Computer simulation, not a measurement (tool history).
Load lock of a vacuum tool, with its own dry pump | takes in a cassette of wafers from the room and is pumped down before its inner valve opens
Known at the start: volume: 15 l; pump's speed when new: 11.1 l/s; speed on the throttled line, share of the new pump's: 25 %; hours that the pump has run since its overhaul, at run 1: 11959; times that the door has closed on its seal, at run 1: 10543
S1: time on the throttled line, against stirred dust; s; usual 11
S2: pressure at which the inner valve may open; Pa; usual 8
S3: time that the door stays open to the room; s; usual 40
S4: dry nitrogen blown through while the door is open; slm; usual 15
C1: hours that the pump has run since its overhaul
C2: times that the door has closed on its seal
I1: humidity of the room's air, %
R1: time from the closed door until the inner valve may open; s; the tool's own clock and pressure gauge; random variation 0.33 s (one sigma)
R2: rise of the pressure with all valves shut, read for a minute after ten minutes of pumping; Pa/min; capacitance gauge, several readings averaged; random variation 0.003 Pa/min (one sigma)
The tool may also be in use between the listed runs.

{"run": 1, "hour": 0.0, "S1": 11, "S2": 8, "S3": 40, "S4": 15, "C1": 11959, "C2": 10543, "I1": 43.2, "R1": 21.5, "R2": 0.052}
{"run": 2, "hour": 253.9, "S1": 18, "S2": 8, "S3": 40, "S4": 15, "C1": 12213, "C2": 10797, "I1": 44.5, "R1": 26.3, "R2": 0.05}
{"run": 3, "hour": 519.5, "S1": 18, "S2": 8, "S3": 40, "S4": 15, "C1": 12479, "C2": 11063, "I1": 45.6, "R1": 26.2, "R2": 0.051}
{"run": 4, "hour": 767.3, "S1": 18, "S2": 8, "S3": 40, "S4": 15, "C1": 12727, "C2": 11311, "I1": 43.1, "R1": 25.9, "R2": 0.05}
{"run": 5, "hour": 1169.8, "S1": 18, "S2": 8, "S3": 40, "S4": 15, "C1": 13129, "C2": 11714, "I1": 43.9, "R1": 26.7, "R2": 0.046}
{"run": 6, "hour": 1487.7, "S1": 8, "S2": 8, "S3": 40, "S4": 15, "C1": 13447, "C2": 12032, "I1": 46.8, "R1": 19, "R2": 0.054}
{"run": 7, "hour": 1828.0, "S1": 8, "S2": 8, "S3": 40, "S4": 15, "C1": 13787, "C2": 12373, "I1": 44.4, "R1": 19.2, "R2": 0.056}
{"run": 8, "hour": 2072.9, "S1": 8, "S2": 8, "S3": 40, "S4": 15, "C1": 14032, "C2": 12618, "I1": 45.6, "R1": 18.6, "R2": 0.052}
{"run": 9, "hour": 2314.9, "S1": 8, "S2": 8, "S3": 40, "S4": 15, "C1": 14274, "C2": 12860, "I1": 50.5, "R1": 18.5, "R2": 0.062}
{"run": 10, "hour": 2705.8, "S1": 8, "S2": 8, "S3": 40, "S4": 15, "C1": 14665, "C2": 13252, "I1": 40.5, "R1": 19.3, "R2": 0.048}
{"run": 11, "hour": 3129.8, "S1": 8, "S2": 12, "S3": 40, "S4": 15, "C1": 15089, "C2": 13676, "I1": 43.4, "R1": 18.8, "R2": 0.05}
{"run": 12, "hour": 3547.2, "S1": 8, "S2": 9, "S3": 40, "S4": 15, "C1": 15506, "C2": 14094, "I1": 42.3, "R1": 18.8, "R2": 0.056}
{"run": 13, "hour": 4037.1, "S1": 8, "S2": 9, "S3": 40, "S4": 15, "C1": 15996, "C2": 14584, "I1": 45.9, "R1": 18.7, "R2": 0.051}
{"run": 14, "hour": 4449.7, "S1": 8, "S2": 9, "S3": 40, "S4": 15, "C1": 16409, "C2": 14997, "I1": 50, "R1": 18.7, "R2": 0.054}
{"run": 15, "hour": 4762.9, "S1": 9, "S2": 10, "S3": 39, "S4": 12, "C1": 16722, "C2": 15311, "I1": 40.6, "R1": 19.2, "R2": 0.044}
{"run": 16, "hour": 5286.3, "S1": 6, "S2": 9, "S3": 49, "S4": 37, "C1": 17246, "C2": 15835, "I1": 46.7, "R1": 16.9, "R2": 0.042}
{"run": 17, "hour": 5562.8, "S1": 6, "S2": 9, "S3": 36, "S4": 37, "C1": 17522, "C2": 16112, "I1": 44.9, "R1": 16.7, "R2": 0.038}
{"run": 18, "hour": 5962.4, "S1": 11, "S2": 14, "S3": 47, "S4": 15, "C1": 17922, "C2": 16512, "I1": 46.7, "R1": 20.5, "R2": 0.054}
{"run": 19, "hour": 6310.5, "S1": 11, "S2": 14, "S3": 47, "S4": 15, "C1": 18270, "C2": 16860, "I1": 45.2, "R1": 20.1, "R2": 0.055}
{"run": 20, "hour": 6810.5, "S1": 11, "S2": 8, "S3": 40, "S4": 13, "C1": 18770, "C2": 17361, "I1": 45.4, "R1": 21.1, "R2": 0.062}
{"run": 21, "hour": 7193.0, "S1": 11, "S2": 8, "S3": 40, "S4": 13, "C1": 19152, "C2": 17743, "I1": 46.4, "R1": 20.9, "R2": 0.058}
{"run": 22, "hour": 7460.3, "S1": 11, "S2": 8, "S3": 40, "S4": 13, "C1": 19419, "C2": 18011, "I1": 47.3, "R1": 21.1, "R2": 0.061}
{"run": 23, "hour": 7695.1, "S1": 11, "S2": 13, "S3": 40, "S4": 15, "C1": 19654, "C2": 18246, "I1": 46.1, "R1": 20.7, "R2": 0.056}
{"hour": 8094.9, "done": "dry pump taken out, an overhauled one fitted"}
{"run": 24, "hour": 8094.9, "S1": 11, "S2": 13, "S3": 40, "S4": 15, "C1": 0, "C2": 18640, "I1": 44.5, "R1": 20.6, "R2": 0.05}
{"run": 25, "hour": 8560.9, "S1": 11, "S2": 13, "S3": 40, "S4": 15, "C1": 466, "C2": 19107, "I1": 45, "R1": 20.7, "R2": 0.05}
{"run": 26, "hour": 8936.0, "S1": 17, "S2": 7, "S3": 27, "S4": 18, "C1": 841, "C2": 19482, "I1": 45.3, "R1": 25.7, "R2": 0.046}
{"run": 27, "hour": 9395.8, "S1": 12, "S2": 8, "S3": 63, "S4": 15, "C1": 1301, "C2": 19942, "I1": 42.7, "R1": 21.8, "R2": 0.062}
{"run": 28, "hour": 9621.8, "S1": 15, "S2": 11, "S3": 158, "S4": 30, "C1": 1527, "C2": 20169, "I1": 41.6, "R1": 23.9, "R2": 0.059}

3 ways to go on from here, each from the tool as it stands after run 28. What would each give?
{"run": "A", "hour": 10146.2, "S1": 15, "S2": 15, "S3": 27, "S4": 30, "C1": 2051, "C2": 20693, "I1": 45.3, "R1": "?", "R2": "?"}
{"run": "B", "hour": 10146.2, "S1": 11, "S2": 8, "S3": 63, "S4": 23, "C1": 2051, "C2": 20693, "I1": 44.4, "R1": "?", "R2": "?"}
{"run": "C", "hour": 10146.2, "S1": 15, "S2": 11, "S3": 158, "S4": 30, "C1": 2051, "C2": 20693, "I1": 44.3, "R1": "?", "R2": "?"}

run=A R1=23.6 R2=0.04
run=B R1=21.8 R2=0.059
run=C R1=23.8 R2=0.062
Without the tool's hidden state the same runs would have given:
run=A R1=23.6 R2=0.04
run=B R1=21.8 R2=0.058
run=C R1=23.8 R2=0.062

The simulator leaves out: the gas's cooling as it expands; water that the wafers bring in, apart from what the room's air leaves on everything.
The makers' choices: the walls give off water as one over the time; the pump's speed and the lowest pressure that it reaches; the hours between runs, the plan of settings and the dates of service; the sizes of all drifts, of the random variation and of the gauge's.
